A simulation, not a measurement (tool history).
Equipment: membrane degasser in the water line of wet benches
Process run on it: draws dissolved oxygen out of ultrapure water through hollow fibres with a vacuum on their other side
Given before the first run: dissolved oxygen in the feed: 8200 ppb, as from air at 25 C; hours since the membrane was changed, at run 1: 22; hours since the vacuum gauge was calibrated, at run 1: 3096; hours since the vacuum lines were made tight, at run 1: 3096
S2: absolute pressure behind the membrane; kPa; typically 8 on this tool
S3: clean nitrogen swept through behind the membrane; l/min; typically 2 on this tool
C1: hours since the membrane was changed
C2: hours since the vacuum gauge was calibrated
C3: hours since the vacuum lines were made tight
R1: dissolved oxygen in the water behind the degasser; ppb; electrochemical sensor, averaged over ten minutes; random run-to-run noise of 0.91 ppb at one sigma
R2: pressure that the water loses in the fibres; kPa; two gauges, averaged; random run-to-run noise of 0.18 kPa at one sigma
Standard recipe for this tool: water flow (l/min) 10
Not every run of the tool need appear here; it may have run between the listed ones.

run 1 hour=0 | water_flow_(l/min)=10 S2=8 S3=2 | C1=22 C2=3096 C3=3096 | R1=87.2 R2=34.69
run 2 hour=169.6 | water_flow_(l/min)=10 S2=5.63 S3=2 | C1=191 C2=3266 C3=3266 | R1=57 R2=34.77
run 3 hour=264.7 | water_flow_(l/min)=10 S2=8 S3=1.37 | C1=286 C2=3361 C3=3361 | R1=112.6 R2=34.48
run 4 hour=422.2 | water_flow_(l/min)=11 S2=8 S3=2 | C1=444 C2=3519 C3=3519 | R1=98.4 R2=38.12
run 5 hour=503.6 | water_flow_(l/min)=11 S2=8 S3=2 | C1=525 C2=3600 C3=3600 | R1=97.6 R2=38.38
run 6 hour=617 | water_flow_(l/min)=11 S2=8 S3=2 | C1=639 C2=3713 C3=3713 | R1=97.1 R2=38.38
run 7 hour=733.8 | water_flow_(l/min)=10 S2=8 S3=4 | C1=756 C2=3830 C3=3830 | R1=58.5 R2=34.93
run 8 hour=830.6 | water_flow_(l/min)=10 S2=8 S3=4 | C1=852 C2=3927 C3=3927 | R1=57.8 R2=34.89
run 9 hour=916.8 | water_flow_(l/min)=14 S2=6.85 S3=2.24 | C1=939 C2=4013 C3=4013 | R1=107.5 R2=49.05
run 10 hour=1000.5 | water_flow_(l/min)=8 S2=14.09 S3=1.07 | C1=1022 C2=4097 C3=4097 | R1=211.3 R2=27.73
run 11 hour=1078.2 | water_flow_(l/min)=10 S2=8 S3=1.59 | C1=1100 C2=4175 C3=4175 | R1=100 R2=35.19
run 12 hour=1157.1 | water_flow_(l/min)=12 S2=8 S3=1.02 | C1=1179 C2=4254 C3=4254 | R1=169.2 R2=41.97
run 13 hour=1243.7 | water_flow_(l/min)=12 S2=5.68 S3=1.02 | C1=1265 C2=4340 C3=4340 | R1=107.8 R2=42.34

Forecast run 14:
run 14 hour=1347.4 | water_flow_(l/min)=12 S2=5.68 S3=1.02 | C1=1369 C2=4444 C3=4444 | R1=? R2=?

Run 14 yielded R1 107.8 ppb, R2 41.87 kPa.
Had the tool carried no hidden state, the very same run would have given R1 107.7 ppb, R2 41.51 kPa.
